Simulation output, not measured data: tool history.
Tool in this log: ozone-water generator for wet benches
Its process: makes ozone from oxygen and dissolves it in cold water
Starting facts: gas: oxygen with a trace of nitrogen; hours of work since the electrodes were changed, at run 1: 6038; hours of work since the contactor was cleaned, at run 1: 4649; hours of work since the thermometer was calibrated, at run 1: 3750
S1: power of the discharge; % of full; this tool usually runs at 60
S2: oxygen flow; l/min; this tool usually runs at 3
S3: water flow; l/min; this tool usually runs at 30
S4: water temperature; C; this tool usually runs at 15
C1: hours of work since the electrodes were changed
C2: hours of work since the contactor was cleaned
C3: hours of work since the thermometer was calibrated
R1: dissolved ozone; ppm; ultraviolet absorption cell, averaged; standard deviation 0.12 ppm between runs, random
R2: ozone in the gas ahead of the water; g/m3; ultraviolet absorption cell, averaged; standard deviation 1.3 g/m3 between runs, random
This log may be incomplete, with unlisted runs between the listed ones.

run	day	S1	S2	S3	S4	C1	C2	C3	R1	R2
1	0	60	3	30	15	6038	4649	3750	11.7	244.5
# day 2.204: contactor cleaned
2	6.762	60	3	30	15	6172	93	3884	11.6	244.6
3	13.762	60	3	30	15	6314	235	4026	11.6	244.8
4	20.729	60	3	30	15	6456	376	4167	11.8	244.4
5	25.738	60	3	29	15	6557	478	4269	12.3	244.5
6	31.667	60	3	29	15	6678	598	4389	12.2	245.5
7	37.221	60	3	29	15	6791	711	4502	12.2	245.2
8	41.975	60	3	29	15	6887	808	4599	12.2	245.3
9	46.425	60	3	29	15	6977	898	4689	12.1	245.8
10	55.125	60	4.83	18	20	7154	1075	4866	19.4	187.6
11	63.683	65	1.7	26	7	7328	1249	5039	13.2	355.1
# day 64.533: water thermometer calibrated
12	71.871	60	3	33	15	7494	1414	149	10.4	246.3
13	79.488	60	3	33	15	7649	1569	304	10.5	243.8
14	84.408	60	3	47	15	7748	1669	404	6.9	244
15	89.042	60	3	47	15	7843	1763	498	6.7	246

Predict each of these 5 candidate next runs independently; none follows another, all start after run 15:
A	96.642	59	3	32	15	7997	1917	652	?	?
B	96.642	92	3	23	15	7997	1917	652	?	?
C	96.642	81	3	32	7	7997	1917	652	?	?
D	96.642	41	2.69	42	15	7997	1917	652	?	?
E	96.642	60	2.61	47	12	7997	1917	652	?	?

run	R1	R2
A	10.7	243.7
B	20.3	314.5
C	13.6	292.4
D	6.2	210.7
E	6.7	264.9
Without the tool's hidden state the same runs would have given:
run	R1	R2
A	10.7	244.2
B	20.4	315.4
C	13.6	293.2
D	6.2	211
E	6.7	265.5

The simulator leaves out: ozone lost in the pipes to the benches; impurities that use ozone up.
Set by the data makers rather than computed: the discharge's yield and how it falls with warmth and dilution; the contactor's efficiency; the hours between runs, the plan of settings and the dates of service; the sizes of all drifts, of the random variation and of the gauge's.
